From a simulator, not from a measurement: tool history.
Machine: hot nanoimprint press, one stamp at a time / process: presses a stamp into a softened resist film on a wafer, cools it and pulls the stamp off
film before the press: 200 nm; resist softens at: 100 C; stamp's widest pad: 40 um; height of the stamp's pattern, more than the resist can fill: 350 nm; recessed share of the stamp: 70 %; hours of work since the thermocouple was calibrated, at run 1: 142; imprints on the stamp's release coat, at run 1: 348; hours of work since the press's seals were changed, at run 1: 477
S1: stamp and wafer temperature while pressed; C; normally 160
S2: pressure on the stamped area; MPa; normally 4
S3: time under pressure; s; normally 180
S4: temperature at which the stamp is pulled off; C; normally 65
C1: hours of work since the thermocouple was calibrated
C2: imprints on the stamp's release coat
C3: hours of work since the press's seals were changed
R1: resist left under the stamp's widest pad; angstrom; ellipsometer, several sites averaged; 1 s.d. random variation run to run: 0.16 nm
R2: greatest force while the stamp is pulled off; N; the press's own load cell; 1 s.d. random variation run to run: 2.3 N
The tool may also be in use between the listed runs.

run	day	S1	S2	S3	S4	C1	C2	C3	R1	R2
1	0	160	4	180	65	142	348	477	775	113
2	1.312	160	4	180	65	158	420	493	775	116
3	3.179	160	4	180	65	181	523	516	774	119
4	4.442	160	4	180	65	197	593	531	774	123
5	5.579	160	2.81	180	65	211	655	545	928	122
6	6.642	160	2.81	180	65	224	714	558	927	129
7	7.404	160	2.81	180	65	233	756	567	927	128
8	8.654	160	2.81	180	65	248	825	583	924	129
9	9.871	160	2.81	180	65	263	892	598	925	135
10	11.638	160	4	301	65	285	989	619	636	141
11	13.417	160	4	301	65	306	1087	641	632	143
12	15.125	160	4	180	65	327	1182	662	765	145
13	16.567	160	4	180	60	345	1261	679	766	147
14	17.417	160	4	180	60	355	1308	690	765	158
# day 18.708: stamp cleaned and given a new release coat
15	18.708	160	4	180	60	368	0	702	762	107
16	20.229	160	4.32	217	60	387	84	721	682	112
17	21.725	164	4.86	359	66	405	166	739	452	106
18	22.8	164	4.86	359	66	418	226	752	451	109
19	23.971	164	4.86	359	66	432	290	767	448	111
20	25.642	163	4.21	180	65	453	382	787	659	114
21	26.933	163	4.21	180	65	469	454	803	665	119
# day 27.525: plate thermocouple calibrated
22	28.65	171	4	180	65	14	541	822	534	124
23	29.833	171	4.52	268	65	28	606	837	425	121
24	31.221	171	4.52	268	65	45	683	854	424	130
25	32.138	171	4.08	170	59	56	733	865	538	133
26	33.421	171	2.58	148	68	72	804	881	730	131
27	34.667	165	4	180	69	87	873	896	660	127
28	36.2	165	4	180	59	106	957	915	659	140
29	37.85	160	4.98	230	51	126	1048	935	645	150

Hidden state at the last listed run before each entry between runs and at the first one after, where it differs:
Run 14 -> run 15: stamp cleaned and given a new release coat (day 18.708)
  true temperature over the reading, C: 0.88 -> 0.91; pressure that arrives at the usual setting, %: 98.42 -> 98.38; grip of the stamp's worn release coat, % over a new coat's: 43.3 -> 0
  difference, measured minus the result without the unlogged condition, R1: -19 -> -20 angstrom; R2: +47 -> +0 N
Run 21 -> run 22: plate thermocouple calibrated (day 27.525)
  true temperature over the reading, C: 1.12 -> -0.21; pressure that arrives at the usual setting, %: 98.11 -> 98.05; grip of the stamp's worn release coat, % over a new coat's: 14.3 -> 17.1
  difference, measured minus the result without the unlogged condition, R1: -21 -> +10 angstrom; R2: +14 -> +19 N

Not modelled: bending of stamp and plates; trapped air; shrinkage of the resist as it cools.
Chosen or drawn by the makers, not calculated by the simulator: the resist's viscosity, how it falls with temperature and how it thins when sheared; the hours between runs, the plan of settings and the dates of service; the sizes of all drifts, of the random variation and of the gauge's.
